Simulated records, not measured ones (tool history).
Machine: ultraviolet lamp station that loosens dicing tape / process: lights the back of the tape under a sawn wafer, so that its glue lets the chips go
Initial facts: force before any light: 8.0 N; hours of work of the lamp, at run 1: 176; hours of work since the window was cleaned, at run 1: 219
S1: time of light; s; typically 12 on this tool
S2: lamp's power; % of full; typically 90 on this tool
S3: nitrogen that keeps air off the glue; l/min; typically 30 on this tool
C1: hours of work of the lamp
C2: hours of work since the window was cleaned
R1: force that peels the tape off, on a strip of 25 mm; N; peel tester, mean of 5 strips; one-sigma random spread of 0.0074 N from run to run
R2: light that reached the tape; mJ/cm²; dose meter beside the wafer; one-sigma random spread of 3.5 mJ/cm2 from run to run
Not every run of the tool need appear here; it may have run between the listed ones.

Run 1, hour 0: usual settings; C1 176; C2 219. Result: R1 0.287 N, R2 536 mJ/cm².
Run 2, hour 18.9: usual settings; C1 187; C2 230. Result: R1 0.294 N, R2 527 mJ/cm².
Run 3, hour 44.9: usual settings but S2 84 % of full; C1 202; C2 246. Result: R1 0.329 N, R2 497 mJ/cm².
Run 4, hour 64.1: usual settings; C1 214; C2 257. Result: R1 0.297 N, R2 531 mJ/cm².
Run 5, hour 85.6: usual settings; C1 227; C2 270. Result: R1 0.278 N, R2 527 mJ/cm².
Run 6, hour 107.4: usual settings but S3 44 l/min; C1 240; C2 283. Result: R1 0.276 N, R2 525 mJ/cm².
Run 7, hour 128.7: usual settings but S1 14 s, S3 44 l/min; C1 252; C2 296. Result: R1 0.232 N, R2 604 mJ/cm².
Run 8, hour 142.1: usual settings; C1 261; C2 304. Result: R1 0.298 N, R2 516 mJ/cm².
Run 9, hour 162.6: usual settings; C1 273; C2 316. Result: R1 0.297 N, R2 525 mJ/cm².
Run 10, hour 181.1: usual settings; C1 284; C2 327. Result: R1 0.298 N, R2 516 mJ/cm².
Run 11, hour 206.8: usual settings; C1 299; C2 343. Result: R1 0.304 N, R2 515 mJ/cm².
Run 12, hour 235: usual settings but S1 8 s; C1 316; C2 360. Result: R1 0.57 N, R2 344 mJ/cm².
Run 13, hour 258.3: usual settings; C1 330; C2 374. Result: R1 0.299 N, R2 508 mJ/cm².
Run 14, hour 282.9: usual settings but S2 94 % of full; C1 345; C2 388. Result: R1 0.297 N, R2 532 mJ/cm².
Run 15, hour 308.2: usual settings but S1 15 s; C1 360; C2 403. Result: R1 0.267 N, R2 622 mJ/cm².
Run 16, hour 332.2: usual settings but S1 15 s; C1 374; C2 418. Result: R1 0.257 N, R2 621 mJ/cm².
Run 17, hour 350.3: usual settings but S1 15 s; C1 385; C2 429. Result: R1 0.268 N, R2 618 mJ/cm².
Run 18, hour 368.1: usual settings but S1 15 s; C1 396; C2 439. Result: R1 0.252 N, R2 619 mJ/cm².
Run 19, hour 380: usual settings; C1 403; C2 446. Result: R1 0.31 N, R2 493 mJ/cm².
Run 20, hour 397.9: usual settings; C1 414; C2 457. Result: R1 0.315 N, R2 491 mJ/cm².
Run 21, hour 418.6: usual settings; C1 426; C2 469. Result: R1 0.32 N, R2 494 mJ/cm².
Run 22, hour 438.9: usual settings; C1 438; C2 482. Result: R1 0.316 N, R2 492 mJ/cm².
Run 23, hour 454: usual settings but S1 17 s, S2 76 % of full; C1 447; C2 491. Result: R1 0.264 N, R2 580 mJ/cm².
Run 24, hour 468.3: usual settings but S1 7 s; C1 456; C2 499. Result: R1 0.828 N, R2 286 mJ/cm².
Run 25, hour 488: usual settings but S1 16 s, S2 74 % of full; C1 467; C2 511. Result: R1 0.281 N, R2 527 mJ/cm².
Run 26, hour 500.1: usual settings but S1 16 s, S2 74 % of full; C1 475; C2 518. Result: R1 0.297 N, R2 527 mJ/cm².
Run 27, hour 523.8: usual settings but S1 17 s, S2 67 % of full, S3 13 l/min; C1 489; C2 532. Result: R1 0.477 N, R2 509 mJ/cm².
Run 28, hour 550.6: usual settings but S2 72 % of full; C1 505; C2 548. Result: R1 0.455 N, R2 389 mJ/cm².
Run 29, hour 577.8: usual settings but S1 9 s, S2 74 % of full, S3 27 l/min; C1 521; C2 565. Result: R1 0.835 N, R2 293 mJ/cm².
Run 30, hour 603.6: usual settings but S2 83 % of full, S3 10 l/min; C1 537; C2 580. Result: R1 0.748 N, R2 430 mJ/cm².
Run 31, hour 623.2: usual settings but S1 10 s, S2 78 % of full, S3 9 l/min; C1 548; C2 592. Result: R1 1.249 N, R2 345 mJ/cm².
Run 32, hour 643.5: usual settings but S3 28 l/min; C1 561; C2 604. Result: R1 0.343 N, R2 468 mJ/cm².
Run 33, hour 667.4: usual settings but S3 28 l/min; C1 575; C2 618. Result: R1 0.353 N, R2 462 mJ/cm².
Run 34, hour 693.8: usual settings but S3 28 l/min; C1 591; C2 634. Result: R1 0.361 N, R2 468 mJ/cm².
Run 35, hour 707.9: usual settings but S3 28 l/min; C1 599; C2 643. Result: R1 0.368 N, R2 459 mJ/cm².
Run 36, hour 724.1: usual settings but S3 28 l/min; C1 609; C2 652. Result: R1 0.367 N, R2 459 mJ/cm².
Run 37, hour 743.5: usual settings but S3 28 l/min; C1 620; C2 664. Result: R1 0.36 N, R2 460 mJ/cm².
Run 38, hour 755.4: usual settings but S1 23 s, S2 62 % of full, S3 13 l/min; C1 627; C2 671. Result: R1 0.359 N, R2 604 mJ/cm².
At hour 767.7: window cleaned of glue's vapour.
Run 39, hour 772.6: usual settings but S1 7 s; C1 637; C2 3. Result: R1 0.783 N, R2 289 mJ/cm².
Run 40, hour 787.8: usual settings but S1 7 s; C1 647; C2 12. Result: R1 0.775 N, R2 283 mJ/cm².
Run 41, hour 802.5: usual settings but S1 13 s; C1 655; C2 21. Result: R1 0.298 N, R2 525 mJ/cm².
Run 42, hour 820.8: usual settings but S1 6 s, S2 76 % of full; C1 666; C2 32. Result: R1 1.428 N, R2 204 mJ/cm².
Run 43, hour 838.5: usual settings but S1 11 s, S2 70 % of full; C1 677; C2 42. Result: R1 0.571 N, R2 348 mJ/cm².

Here are 3 independent what-if runs from the current tool condition. What would each one return?
Run A, hour 852.2: usual settings but S1 19 s, S2 83 % of full, S3 10 l/min; C1 685; C2 51. Result: R1 ?, R2 ?.
Run B, hour 852.2: usual settings but S1 11 s, S2 70 % of full, S3 58 l/min; C1 685; C2 51. Result: R1 ?, R2 ?.
Run C, hour 852.2: usual settings but S1 21 s, S2 73 % of full; C1 685; C2 51. Result: R1 ?, R2 ?.

run     R1   R2
  A  0.317  709
  B  0.428  345
  C  0.237  691
With the hidden condition removed and each run's random variation left untouched, the same runs would have given:
run     R1   R2
  A  0.267  837
  B  0.334  408
  C  0.227  816
